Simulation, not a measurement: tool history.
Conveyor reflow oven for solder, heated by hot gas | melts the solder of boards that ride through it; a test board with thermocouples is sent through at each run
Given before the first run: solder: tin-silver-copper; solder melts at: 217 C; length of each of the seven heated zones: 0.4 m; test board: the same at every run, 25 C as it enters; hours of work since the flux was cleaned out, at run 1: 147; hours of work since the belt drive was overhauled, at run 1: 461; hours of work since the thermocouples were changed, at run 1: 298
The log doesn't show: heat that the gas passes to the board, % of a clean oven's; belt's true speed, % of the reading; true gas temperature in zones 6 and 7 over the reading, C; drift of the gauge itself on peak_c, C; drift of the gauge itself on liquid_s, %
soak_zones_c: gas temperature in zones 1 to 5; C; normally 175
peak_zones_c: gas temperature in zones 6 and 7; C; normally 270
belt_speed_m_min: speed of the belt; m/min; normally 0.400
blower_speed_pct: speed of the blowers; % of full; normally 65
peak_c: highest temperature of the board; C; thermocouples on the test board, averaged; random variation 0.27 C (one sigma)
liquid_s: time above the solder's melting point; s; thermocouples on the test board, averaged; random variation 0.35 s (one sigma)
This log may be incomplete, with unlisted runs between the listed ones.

run   hour  soak_zones_c  peak_zones_c  belt_speed_m_min  blower_speed_pct  hours of work since the flux was cleaned out  hours of work since the belt drive was overhauled  hours of work since the thermocouples were changed  peak_c  liquid_s
  1    0.0           175           270             0.400                65                                           147                                                461                                                 298   251.3      90.4
  2   20.1           175           270             0.400                65                                           155                                                470                                                 307   251.6      89.2
  3   45.6           175           270             0.400                65                                           166                                                481                                                 318   252.2      89.7
  4   75.0           166           270             0.400                65                                           179                                                493                                                 330   250.2      82.7
  5   96.5           166           270             0.400                65                                           188                                                502                                                 340   250.1      82.5
  6  130.1           175           270             0.400                65                                           202                                                517                                                 354   250.9      89.1
     137.0  -- belt drive overhauled, speed set with a stopwatch
  7  157.4           175           270             0.400                65                                           212                                                  9                                                 364   251.8      90.4
  8  183.0           175           270             0.400                65                                           223                                                 20                                                 375   251.3      89.5
  9  208.6           181           264             0.345                57                                           234                                                 31                                                 386   248.9     106.1
 10  227.3           181           265             0.345                57                                           242                                                 39                                                 394   249.3     107.4
 11  243.8           172           275             0.345                57                                           249                                                 46                                                 401   256.6     109.2
     264.9  -- belt drive overhauled, speed set with a stopwatch, once more
 12  269.4           172           275             0.345                57                                           258                                                  2                                                 410   256.2     107.5
 13  299.6           172           261             0.345                61                                           271                                                 15                                                 423   246.1      94.1
 14  314.9           172           261             0.345                61                                           278                                                 21                                                 430   245.8      93.9
 15  329.5           172           278             0.345                61                                           284                                                 28                                                 436   260.4     112.7

4 options for the next run, each taken on its own from the tool as it stands now. Forecast them:
  A  360.3           180           278             0.345                61                                           297                                                 41                                                 449       ?         ?
  B  360.3           172           281             0.357                61                                           297                                                 41                                                 449       ?         ?
  C  360.3           172           278             0.480                61                                           297                                                 41                                                 449       ?         ?
  D  360.3           171           278             0.323                65                                           297                                                 41                                                 449       ?         ?

run  peak_c  liquid_s
  A   260.7     119.1
  B   262.0     109.7
  C   247.1      64.7
  D   263.8     123.6
Without the tool's hidden state the same runs would have given:
run  peak_c  liquid_s
  A   263.3     121.7
  B   264.7     112.7
  C   250.2      68.8
  D   266.4     126.5

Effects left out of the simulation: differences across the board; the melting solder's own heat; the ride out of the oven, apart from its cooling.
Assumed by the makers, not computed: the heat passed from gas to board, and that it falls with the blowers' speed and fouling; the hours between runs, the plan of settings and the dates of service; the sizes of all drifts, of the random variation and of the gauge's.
